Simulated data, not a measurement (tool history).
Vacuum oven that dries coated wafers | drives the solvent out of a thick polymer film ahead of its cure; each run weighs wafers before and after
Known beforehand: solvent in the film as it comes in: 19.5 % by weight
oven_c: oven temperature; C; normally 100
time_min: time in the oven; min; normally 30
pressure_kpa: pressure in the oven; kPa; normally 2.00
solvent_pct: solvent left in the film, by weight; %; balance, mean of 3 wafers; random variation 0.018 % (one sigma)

run 1 hour=0.0 | oven_c=100 time_min=30 pressure_kpa=2.00 | solvent_pct=2.28
run 2 hour=43.9 | oven_c=100 time_min=30 pressure_kpa=2.00 | solvent_pct=2.30
run 3 hour=89.2 | oven_c=100 time_min=30 pressure_kpa=2.00 | solvent_pct=2.28
run 4 hour=127.8 | oven_c=100 time_min=30 pressure_kpa=2.00 | solvent_pct=2.28
run 5 hour=162.5 | oven_c=100 time_min=30 pressure_kpa=2.00 | solvent_pct=2.28
run 6 hour=200.2 | oven_c=100 time_min=30 pressure_kpa=2.00 | solvent_pct=2.26
run 7 hour=235.1 | oven_c=95 time_min=30 pressure_kpa=2.00 | solvent_pct=3.43
run 8 hour=282.4 | oven_c=100 time_min=30 pressure_kpa=2.00 | solvent_pct=2.26
run 9 hour=304.4 | oven_c=100 time_min=30 pressure_kpa=2.00 | solvent_pct=2.23
run 10 hour=341.6 | oven_c=100 time_min=30 pressure_kpa=2.00 | solvent_pct=2.25
run 11 hour=364.9 | oven_c=100 time_min=30 pressure_kpa=2.00 | solvent_pct=2.21
run 12 hour=384.2 | oven_c=100 time_min=30 pressure_kpa=2.00 | solvent_pct=2.25
run 13 hour=407.7 | oven_c=100 time_min=30 pressure_kpa=2.00 | solvent_pct=2.22
run 14 hour=445.3 | oven_c=100 time_min=34 pressure_kpa=2.00 | solvent_pct=1.82
-- hour=474.9 oven's thermocouples calibrated
run 15 hour=492.9 | oven_c=100 time_min=34 pressure_kpa=2.00 | solvent_pct=2.14
run 16 hour=539.6 | oven_c=108 time_min=30 pressure_kpa=2.00 | solvent_pct=1.21
run 17 hour=562.9 | oven_c=108 time_min=30 pressure_kpa=2.00 | solvent_pct=1.18
run 18 hour=610.0 | oven_c=108 time_min=30 pressure_kpa=2.00 | solvent_pct=1.22
run 19 hour=646.3 | oven_c=108 time_min=30 pressure_kpa=2.00 | solvent_pct=1.22
run 20 hour=666.3 | oven_c=108 time_min=30 pressure_kpa=2.00 | solvent_pct=1.20
run 21 hour=696.4 | oven_c=101 time_min=30 pressure_kpa=2.00 | solvent_pct=2.31
run 22 hour=722.5 | oven_c=101 time_min=30 pressure_kpa=2.00 | solvent_pct=2.31
run 23 hour=747.2 | oven_c=100 time_min=30 pressure_kpa=2.00 | solvent_pct=2.51
run 24 hour=773.4 | oven_c=100 time_min=30 pressure_kpa=2.00 | solvent_pct=2.54
run 25 hour=820.1 | oven_c=101 time_min=45 pressure_kpa=2.74 | solvent_pct=1.49
run 26 hour=844.4 | oven_c=101 time_min=45 pressure_kpa=2.74 | solvent_pct=1.51
run 27 hour=876.5 | oven_c=105 time_min=35 pressure_kpa=2.11 | solvent_pct=1.25
run 28 hour=919.6 | oven_c=100 time_min=30 pressure_kpa=2.40 | solvent_pct=2.65
run 29 hour=966.8 | oven_c=107 time_min=17 pressure_kpa=1.80 | solvent_pct=3.17
run 30 hour=996.7 | oven_c=104 time_min=27 pressure_kpa=1.00 | solvent_pct=1.76
run 31 hour=1042.3 | oven_c=90 time_min=21 pressure_kpa=1.72 | solvent_pct=7.04
run 32 hour=1067.7 | oven_c=98 time_min=21 pressure_kpa=2.66 | solvent_pct=4.85
-- hour=1073.6 vacuum gauge cleaned of residue and calibrated
run 33 hour=1092.0 | oven_c=98 time_min=21 pressure_kpa=3.54 | solvent_pct=5.06
run 34 hour=1117.5 | oven_c=112 time_min=21 pressure_kpa=1.62 | solvent_pct=1.36
run 35 hour=1148.6 | oven_c=112 time_min=21 pressure_kpa=1.62 | solvent_pct=1.34
run 36 hour=1189.8 | oven_c=101 time_min=38 pressure_kpa=5.18 | solvent_pct=2.58
run 37 hour=1236.4 | oven_c=109 time_min=15 pressure_kpa=1.17 | solvent_pct=3.08
run 38 hour=1271.4 | oven_c=105 time_min=53 pressure_kpa=1.95 | solvent_pct=0.72
run 39 hour=1312.4 | oven_c=98 time_min=31 pressure_kpa=2.76 | solvent_pct=3.04
run 40 hour=1337.2 | oven_c=94 time_min=30 pressure_kpa=1.81 | solvent_pct=3.85
-- hour=1356.9 vacuum gauge cleaned of residue and calibrated, once more
run 41 hour=1364.6 | oven_c=100 time_min=30 pressure_kpa=1.32 | solvent_pct=2.13
run 42 hour=1389.3 | oven_c=100 time_min=30 pressure_kpa=4.10 | solvent_pct=3.04
run 43 hour=1431.5 | oven_c=100 time_min=30 pressure_kpa=4.10 | solvent_pct=2.99
run 44 hour=1458.0 | oven_c=99 time_min=17 pressure_kpa=6.55 | solvent_pct=6.53
run 45 hour=1487.7 | oven_c=100 time_min=23 pressure_kpa=5.72 | solvent_pct=4.56
run 46 hour=1507.5 | oven_c=100 time_min=23 pressure_kpa=5.72 | solvent_pct=4.53
run 47 hour=1547.4 | oven_c=103 time_min=32 pressure_kpa=6.07 | solvent_pct=2.78
run 48 hour=1581.0 | oven_c=90 time_min=43 pressure_kpa=2.51 | solvent_pct=3.47

Below, some changes in solvent_pct between adjacent runs. For each, the amount present without the hidden state too (settings, incoming material, random variation) and the amount remaining for the hidden state with gauge scatter not shared by both compared results:
The hidden state here: true wafer temperature over the reading, C; true pressure over the reading, kPa; drift of the gauge itself on solvent_pct, %.
Run 14 -> 15: oven's thermocouples calibrated. solvent_pct +0.32 %: hidden state +0.32, all else +0.00.
Run 30 -> 31: oven_c 104 -> 90, time_min 27 -> 21, pressure_kpa 1.00 -> 1.72. solvent_pct +5.28 %: hidden state -0.06, all else +5.34.
Run 33 -> 34: oven_c 98 -> 112, pressure_kpa 3.54 -> 1.62. solvent_pct -3.70 %: hidden state +0.08, all else -3.78.
Run 37 -> 38: oven_c 109 -> 105, time_min 15 -> 53, pressure_kpa 1.17 -> 1.95. solvent_pct -2.36 %: hidden state +0.15, all else -2.51.
Run 38 -> 39: oven_c 105 -> 98, time_min 53 -> 31, pressure_kpa 1.95 -> 2.76. solvent_pct +2.32 %: hidden state -0.15, all else +2.47.
Run 43 -> 44: oven_c 100 -> 99, time_min 30 -> 17, pressure_kpa 4.10 -> 6.55. solvent_pct +3.54 %: hidden state -0.11, all else +3.65.
